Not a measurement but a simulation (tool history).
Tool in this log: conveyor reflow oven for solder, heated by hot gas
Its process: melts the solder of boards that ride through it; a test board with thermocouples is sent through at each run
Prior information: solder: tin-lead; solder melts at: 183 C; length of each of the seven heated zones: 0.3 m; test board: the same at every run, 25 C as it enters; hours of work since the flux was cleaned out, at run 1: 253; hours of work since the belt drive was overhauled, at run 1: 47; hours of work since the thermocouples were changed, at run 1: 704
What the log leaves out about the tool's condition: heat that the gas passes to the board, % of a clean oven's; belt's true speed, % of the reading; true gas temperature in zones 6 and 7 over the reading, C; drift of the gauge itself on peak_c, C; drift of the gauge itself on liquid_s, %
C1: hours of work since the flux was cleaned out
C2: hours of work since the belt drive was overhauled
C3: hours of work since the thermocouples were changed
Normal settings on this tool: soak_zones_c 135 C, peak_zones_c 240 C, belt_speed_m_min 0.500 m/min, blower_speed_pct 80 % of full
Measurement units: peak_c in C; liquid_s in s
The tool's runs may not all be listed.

run 1 hour=0.0 | soak_zones_c=135 peak_zones_c=240 belt_speed_m_min=0.500 blower_speed_pct=80 | C1=253 C2=47 C3=704 | peak_c=220.9 liquid_s=55.0
run 2 hour=22.6 | soak_zones_c=135 peak_zones_c=240 belt_speed_m_min=0.505 blower_speed_pct=80 | C1=269 C2=63 C3=720 | peak_c=219.5 liquid_s=53.8
run 3 hour=37.6 | soak_zones_c=135 peak_zones_c=240 belt_speed_m_min=0.505 blower_speed_pct=80 | C1=280 C2=74 C3=731 | peak_c=220.1 liquid_s=53.9
run 4 hour=60.9 | soak_zones_c=135 peak_zones_c=240 belt_speed_m_min=0.596 blower_speed_pct=80 | C1=297 C2=91 C3=748 | peak_c=214.0 liquid_s=40.2
run 5 hour=85.0 | soak_zones_c=135 peak_zones_c=240 belt_speed_m_min=0.596 blower_speed_pct=80 | C1=315 C2=109 C3=766 | peak_c=213.9 liquid_s=40.6
run 6 hour=99.8 | soak_zones_c=135 peak_zones_c=240 belt_speed_m_min=0.496 blower_speed_pct=80 | C1=326 C2=120 C3=777 | peak_c=218.7 liquid_s=54.8
run 7 hour=113.6 | soak_zones_c=126 peak_zones_c=240 belt_speed_m_min=0.500 blower_speed_pct=80 | C1=336 C2=130 C3=787 | peak_c=218.6 liquid_s=50.3
run 8 hour=133.0 | soak_zones_c=135 peak_zones_c=240 belt_speed_m_min=0.500 blower_speed_pct=80 | C1=350 C2=144 C3=801 | peak_c=218.8 liquid_s=53.5
run 9 hour=155.3 | soak_zones_c=135 peak_zones_c=240 belt_speed_m_min=0.457 blower_speed_pct=80 | C1=367 C2=160 C3=818 | peak_c=221.9 liquid_s=61.8
run 10 hour=165.3 | soak_zones_c=135 peak_zones_c=240 belt_speed_m_min=0.457 blower_speed_pct=80 | C1=374 C2=168 C3=825 | peak_c=222.3 liquid_s=61.8
run 11 hour=179.9 | soak_zones_c=135 peak_zones_c=240 belt_speed_m_min=0.544 blower_speed_pct=80 | C1=385 C2=178 C3=836 | peak_c=215.9 liquid_s=46.3
-- hour=187.4 flux residue cleaned out of gas plates and filters
run 12 hour=207.4 | soak_zones_c=135 peak_zones_c=240 belt_speed_m_min=0.544 blower_speed_pct=80 | C1=15 C2=195 C3=852 | peak_c=219.1 liquid_s=50.5
run 13 hour=225.2 | soak_zones_c=135 peak_zones_c=240 belt_speed_m_min=0.544 blower_speed_pct=80 | C1=28 C2=208 C3=865 | peak_c=219.4 liquid_s=49.3
run 14 hour=241.0 | soak_zones_c=135 peak_zones_c=240 belt_speed_m_min=0.544 blower_speed_pct=80 | C1=39 C2=220 C3=877 | peak_c=219.4 liquid_s=49.7
run 15 hour=259.9 | soak_zones_c=135 peak_zones_c=240 belt_speed_m_min=0.544 blower_speed_pct=80 | C1=53 C2=233 C3=891 | peak_c=218.3 liquid_s=49.8
run 16 hour=282.8 | soak_zones_c=135 peak_zones_c=232 belt_speed_m_min=0.544 blower_speed_pct=80 | C1=70 C2=250 C3=907 | peak_c=211.8 liquid_s=44.5
run 17 hour=298.8 | soak_zones_c=124 peak_zones_c=240 belt_speed_m_min=0.459 blower_speed_pct=50 | C1=82 C2=262 C3=919 | peak_c=212.0 liquid_s=47.4
-- hour=304.9 belt drive overhauled, speed set with a stopwatch
run 18 hour=316.8 | soak_zones_c=132 peak_zones_c=232 belt_speed_m_min=0.493 blower_speed_pct=77 | C1=92 C2=9 C3=929 | peak_c=213.3 liquid_s=50.5
run 19 hour=336.7 | soak_zones_c=135 peak_zones_c=240 belt_speed_m_min=0.485 blower_speed_pct=90 | C1=106 C2=23 C3=944 | peak_c=224.1 liquid_s=60.3
run 20 hour=354.6 | soak_zones_c=135 peak_zones_c=240 belt_speed_m_min=0.485 blower_speed_pct=90 | C1=120 C2=36 C3=957 | peak_c=224.5 liquid_s=59.8
run 21 hour=366.2 | soak_zones_c=135 peak_zones_c=240 belt_speed_m_min=0.485 blower_speed_pct=90 | C1=128 C2=45 C3=966 | peak_c=223.7 liquid_s=59.7
run 22 hour=386.3 | soak_zones_c=135 peak_zones_c=239 belt_speed_m_min=0.485 blower_speed_pct=63 | C1=143 C2=60 C3=980 | peak_c=216.1 liquid_s=53.3
run 23 hour=403.8 | soak_zones_c=135 peak_zones_c=239 belt_speed_m_min=0.485 blower_speed_pct=71 | C1=156 C2=72 C3=993 | peak_c=218.6 liquid_s=55.1
run 24 hour=422.9 | soak_zones_c=131 peak_zones_c=251 belt_speed_m_min=0.500 blower_speed_pct=80 | C1=170 C2=86 C3=1007 | peak_c=229.3 liquid_s=59.8
run 25 hour=446.8 | soak_zones_c=121 peak_zones_c=234 belt_speed_m_min=0.534 blower_speed_pct=62 | C1=187 C2=104 C3=1025 | peak_c=204.4 liquid_s=33.3
-- hour=452.9 belt drive overhauled, speed set with a stopwatch, once more
run 26 hour=472.9 | soak_zones_c=121 peak_zones_c=234 belt_speed_m_min=0.534 blower_speed_pct=62 | C1=203 C2=15 C3=1041 | peak_c=203.6 liquid_s=32.5
run 27 hour=492.7 | soak_zones_c=121 peak_zones_c=234 belt_speed_m_min=0.534 blower_speed_pct=62 | C1=218 C2=29 C3=1055 | peak_c=203.4 liquid_s=32.3
run 28 hour=514.9 | soak_zones_c=130 peak_zones_c=234 belt_speed_m_min=0.550 blower_speed_pct=71 | C1=234 C2=45 C3=1072 | peak_c=207.9 liquid_s=37.5
run 29 hour=537.4 | soak_zones_c=130 peak_zones_c=234 belt_speed_m_min=0.532 blower_speed_pct=76 | C1=251 C2=62 C3=1088 | peak_c=209.3 liquid_s=42.0
run 30 hour=561.0 | soak_zones_c=130 peak_zones_c=238 belt_speed_m_min=0.532 blower_speed_pct=76 | C1=268 C2=79 C3=1105 | peak_c=213.7 liquid_s=44.5
-- hour=580.9 thermocouples of zones 6 and 7 changed
run 31 hour=583.1 | soak_zones_c=130 peak_zones_c=238 belt_speed_m_min=0.532 blower_speed_pct=76 | C1=283 C2=94 C3=2 | peak_c=215.0 liquid_s=46.0

Here are 4 independent what-if runs from the current tool condition. What would each one return?
run A hour=604.7 | soak_zones_c=130 peak_zones_c=238 belt_speed_m_min=0.532 blower_speed_pct=73 | C1=298 C2=110 C3=17 | peak_c=? liquid_s=?
run B hour=604.7 | soak_zones_c=128 peak_zones_c=238 belt_speed_m_min=0.439 blower_speed_pct=76 | C1=298 C2=110 C3=17 | peak_c=? liquid_s=?
run C hour=604.7 | soak_zones_c=126 peak_zones_c=244 belt_speed_m_min=0.532 blower_speed_pct=76 | C1=298 C2=110 C3=17 | peak_c=? liquid_s=?
run D hour=604.7 | soak_zones_c=130 peak_zones_c=231 belt_speed_m_min=0.428 blower_speed_pct=61 | C1=298 C2=110 C3=17 | peak_c=? liquid_s=?

run=A peak_c=214.7 liquid_s=44.7
run=B peak_c=222.7 liquid_s=62.1
run=C peak_c=219.8 liquid_s=48.6
run=D peak_c=212.0 liquid_s=55.1
Had the tool no hidden state, the same runs would have come out as:
run=A peak_c=217.8 liquid_s=47.4
run=B peak_c=225.3 liquid_s=64.3
run=C peak_c=223.2 liquid_s=51.1
run=D peak_c=214.3 liquid_s=57.8
